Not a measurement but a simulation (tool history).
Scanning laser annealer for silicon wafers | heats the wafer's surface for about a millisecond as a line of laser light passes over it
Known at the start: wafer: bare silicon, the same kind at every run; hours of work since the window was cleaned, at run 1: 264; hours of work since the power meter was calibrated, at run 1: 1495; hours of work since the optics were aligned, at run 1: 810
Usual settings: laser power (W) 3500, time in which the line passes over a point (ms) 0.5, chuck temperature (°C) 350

run,day,laser power (W),time in which the line passes over a point (ms),chuck temperature (°C),hours of work since the window was cleaned,hours of work since the power meter was calibrated,hours of work since the optics were aligned,highest temperature of the surface (°C)
1,0.000,3500,0.5,350,264,1495,810,1187
2,1.738,3500,0.5,350,286,1516,832,1190
3,3.933,3500,0.5,381,313,1544,859,1217
4,5.521,3500,0.5,381,333,1563,879,1219
# day 6.150: window over the wafer cleaned
5,7.483,3500,0.5,381,17,1587,902,1221
6,10.383,3500,0.5,350,53,1623,938,1194
7,11.925,3500,0.5,350,72,1642,957,1190
8,13.938,3500,0.5,350,97,1667,982,1190
9,16.212,3500,0.5,350,125,1695,1011,1189

The next listed run, before its measurement:
10,18.404,3500,0.5,350,152,1723,1038,?

{"run 10": {"highest temperature of the surface (°C)": 1191}}
Without the tool's hidden state the same run would have given highest temperature of the surface (°C) 1191.
